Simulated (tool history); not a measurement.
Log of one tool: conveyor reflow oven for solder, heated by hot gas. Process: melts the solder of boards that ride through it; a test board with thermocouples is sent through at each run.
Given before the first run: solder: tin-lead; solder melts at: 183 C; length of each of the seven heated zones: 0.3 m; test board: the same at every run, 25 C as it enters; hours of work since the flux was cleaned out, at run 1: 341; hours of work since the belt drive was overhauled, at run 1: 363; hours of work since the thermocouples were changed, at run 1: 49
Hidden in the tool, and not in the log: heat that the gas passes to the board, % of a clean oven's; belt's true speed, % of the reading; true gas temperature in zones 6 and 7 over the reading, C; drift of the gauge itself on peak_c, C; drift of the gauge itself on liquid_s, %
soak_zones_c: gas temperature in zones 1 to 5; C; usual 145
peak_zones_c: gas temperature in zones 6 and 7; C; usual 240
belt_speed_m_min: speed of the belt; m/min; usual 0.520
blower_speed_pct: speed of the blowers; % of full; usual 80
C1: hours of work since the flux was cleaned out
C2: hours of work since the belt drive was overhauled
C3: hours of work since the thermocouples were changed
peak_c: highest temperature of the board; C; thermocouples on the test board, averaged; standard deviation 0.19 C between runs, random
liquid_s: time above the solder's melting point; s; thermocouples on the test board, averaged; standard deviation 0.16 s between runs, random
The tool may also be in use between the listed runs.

{"run": 1, "hour": 0.0, "soak_zones_c": 145, "peak_zones_c": 240, "belt_speed_m_min": 0.52, "blower_speed_pct": 80, "C1": 341, "C2": 363, "C3": 49, "peak_c": 223.4, "liquid_s": 58.5}
{"run": 2, "hour": 13.6, "soak_zones_c": 145, "peak_zones_c": 240, "belt_speed_m_min": 0.52, "blower_speed_pct": 80, "C1": 351, "C2": 373, "C3": 59, "peak_c": 223.1, "liquid_s": 58.3}
{"run": 3, "hour": 27.6, "soak_zones_c": 145, "peak_zones_c": 240, "belt_speed_m_min": 0.52, "blower_speed_pct": 80, "C1": 362, "C2": 384, "C3": 70, "peak_c": 222.9, "liquid_s": 57.9}
{"run": 4, "hour": 36.7, "soak_zones_c": 145, "peak_zones_c": 240, "belt_speed_m_min": 0.52, "blower_speed_pct": 80, "C1": 369, "C2": 391, "C3": 77, "peak_c": 222.8, "liquid_s": 58.0}
{"run": 5, "hour": 50.0, "soak_zones_c": 145, "peak_zones_c": 240, "belt_speed_m_min": 0.52, "blower_speed_pct": 80, "C1": 379, "C2": 401, "C3": 87, "peak_c": 222.7, "liquid_s": 58.4}
{"run": 6, "hour": 63.1, "soak_zones_c": 158, "peak_zones_c": 240, "belt_speed_m_min": 0.52, "blower_speed_pct": 80, "C1": 389, "C2": 411, "C3": 97, "peak_c": 224.9, "liquid_s": 64.7}
{"run": 7, "hour": 77.7, "soak_zones_c": 158, "peak_zones_c": 240, "belt_speed_m_min": 0.52, "blower_speed_pct": 80, "C1": 400, "C2": 422, "C3": 108, "peak_c": 225.2, "liquid_s": 64.5}
{"hour": 85.9, "done": "flux residue cleaned out of gas plates and filters"}
{"run": 8, "hour": 89.3, "soak_zones_c": 158, "peak_zones_c": 240, "belt_speed_m_min": 0.52, "blower_speed_pct": 80, "C1": 3, "C2": 427, "C3": 113, "peak_c": 227.8, "liquid_s": 66.0}
{"run": 9, "hour": 95.3, "soak_zones_c": 145, "peak_zones_c": 240, "belt_speed_m_min": 0.493, "blower_speed_pct": 80, "C1": 7, "C2": 431, "C3": 118, "peak_c": 226.8, "liquid_s": 64.5}
{"run": 10, "hour": 109.8, "soak_zones_c": 145, "peak_zones_c": 240, "belt_speed_m_min": 0.493, "blower_speed_pct": 80, "C1": 18, "C2": 442, "C3": 129, "peak_c": 227.2, "liquid_s": 64.4}
{"run": 11, "hour": 121.7, "soak_zones_c": 145, "peak_zones_c": 240, "belt_speed_m_min": 0.493, "blower_speed_pct": 80, "C1": 27, "C2": 452, "C3": 138, "peak_c": 227.1, "liquid_s": 64.5}
{"run": 12, "hour": 133.1, "soak_zones_c": 145, "peak_zones_c": 240, "belt_speed_m_min": 0.493, "blower_speed_pct": 65, "C1": 36, "C2": 460, "C3": 147, "peak_c": 224.6, "liquid_s": 62.7}
{"run": 13, "hour": 140.4, "soak_zones_c": 145, "peak_zones_c": 238, "belt_speed_m_min": 0.493, "blower_speed_pct": 65, "C1": 41, "C2": 466, "C3": 152, "peak_c": 222.6, "liquid_s": 61.5}
{"run": 14, "hour": 152.7, "soak_zones_c": 145, "peak_zones_c": 238, "belt_speed_m_min": 0.493, "blower_speed_pct": 65, "C1": 51, "C2": 475, "C3": 161, "peak_c": 222.5, "liquid_s": 61.6}
{"run": 15, "hour": 161.3, "soak_zones_c": 145, "peak_zones_c": 238, "belt_speed_m_min": 0.493, "blower_speed_pct": 65, "C1": 57, "C2": 482, "C3": 168, "peak_c": 222.9, "liquid_s": 61.7}
{"run": 16, "hour": 172.5, "soak_zones_c": 131, "peak_zones_c": 248, "belt_speed_m_min": 0.52, "blower_speed_pct": 86, "C1": 66, "C2": 490, "C3": 176, "peak_c": 231.3, "liquid_s": 58.8}
{"run": 17, "hour": 184.9, "soak_zones_c": 152, "peak_zones_c": 240, "belt_speed_m_min": 0.52, "blower_speed_pct": 80, "C1": 75, "C2": 500, "C3": 186, "peak_c": 226.6, "liquid_s": 63.1}
{"run": 18, "hour": 198.9, "soak_zones_c": 152, "peak_zones_c": 240, "belt_speed_m_min": 0.52, "blower_speed_pct": 80, "C1": 86, "C2": 510, "C3": 197, "peak_c": 226.2, "liquid_s": 63.0}
{"run": 19, "hour": 210.6, "soak_zones_c": 136, "peak_zones_c": 240, "belt_speed_m_min": 0.52, "blower_speed_pct": 80, "C1": 95, "C2": 519, "C3": 205, "peak_c": 223.8, "liquid_s": 56.1}
{"run": 20, "hour": 225.0, "soak_zones_c": 136, "peak_zones_c": 248, "belt_speed_m_min": 0.437, "blower_speed_pct": 79, "C1": 106, "C2": 530, "C3": 216, "peak_c": 235.8, "liquid_s": 74.7}
{"run": 21, "hour": 238.2, "soak_zones_c": 136, "peak_zones_c": 248, "belt_speed_m_min": 0.437, "blower_speed_pct": 79, "C1": 116, "C2": 540, "C3": 226, "peak_c": 235.8, "liquid_s": 74.8}
{"run": 22, "hour": 251.1, "soak_zones_c": 136, "peak_zones_c": 248, "belt_speed_m_min": 0.611, "blower_speed_pct": 85, "C1": 126, "C2": 550, "C3": 236, "peak_c": 225.5, "liquid_s": 48.4}
{"run": 23, "hour": 262.9, "soak_zones_c": 145, "peak_zones_c": 240, "belt_speed_m_min": 0.52, "blower_speed_pct": 51, "C1": 135, "C2": 559, "C3": 245, "peak_c": 219.7, "liquid_s": 55.4}
{"run": 24, "hour": 274.7, "soak_zones_c": 145, "peak_zones_c": 240, "belt_speed_m_min": 0.52, "blower_speed_pct": 51, "C1": 144, "C2": 568, "C3": 254, "peak_c": 219.0, "liquid_s": 55.8}
{"run": 25, "hour": 284.6, "soak_zones_c": 145, "peak_zones_c": 238, "belt_speed_m_min": 0.51, "blower_speed_pct": 80, "C1": 151, "C2": 575, "C3": 262, "peak_c": 223.7, "liquid_s": 60.3}
{"run": 26, "hour": 295.2, "soak_zones_c": 153, "peak_zones_c": 240, "belt_speed_m_min": 0.52, "blower_speed_pct": 72, "C1": 159, "C2": 583, "C3": 270, "peak_c": 224.8, "liquid_s": 62.7}
{"run": 27, "hour": 309.7, "soak_zones_c": 130, "peak_zones_c": 237, "belt_speed_m_min": 0.52, "blower_speed_pct": 76, "C1": 170, "C2": 595, "C3": 281, "peak_c": 219.1, "liquid_s": 51.6}
{"run": 28, "hour": 316.4, "soak_zones_c": 130, "peak_zones_c": 237, "belt_speed_m_min": 0.52, "blower_speed_pct": 76, "C1": 175, "C2": 600, "C3": 286, "peak_c": 218.7, "liquid_s": 51.4}
{"run": 29, "hour": 330.3, "soak_zones_c": 130, "peak_zones_c": 237, "belt_speed_m_min": 0.52, "blower_speed_pct": 76, "C1": 186, "C2": 610, "C3": 296, "peak_c": 218.7, "liquid_s": 51.2}
{"run": 30, "hour": 337.5, "soak_zones_c": 145, "peak_zones_c": 247, "belt_speed_m_min": 0.468, "blower_speed_pct": 80, "C1": 191, "C2": 616, "C3": 302, "peak_c": 234.2, "liquid_s": 71.6}

A few steps of peak_c between consecutive runs. Split each: what settings, incoming material and random variation would produce without the hidden state, and what is left over for the hidden state, along with gauge scatter present in only one of the two compared results (measured, and without hidden state):
Run 5 -> 6: soak_zones_c 145 -> 158. peak_c +2.2 C: hidden state +0.3, all else +1.9.
Run 7 -> 8: flux residue cleaned out of gas plates and filters. peak_c +2.6 C: hidden state +2.4, all else +0.2.
Run 19 -> 20: peak_zones_c 240 -> 248, belt_speed_m_min 0.520 -> 0.437, blower_speed_pct 80 -> 79. peak_c +12.0 C: hidden state +0.1, all else +11.9.
Run 21 -> 22: belt_speed_m_min 0.437 -> 0.611, blower_speed_pct 79 -> 85. peak_c -10.3 C: hidden state -0.3, all else -10.0.
Run 29 -> 30: soak_zones_c 130 -> 145, peak_zones_c 237 -> 247, belt_speed_m_min 0.520 -> 0.468, blower_speed_pct 76 -> 80. peak_c +15.5 C: hidden state +0.2, all else +15.3.
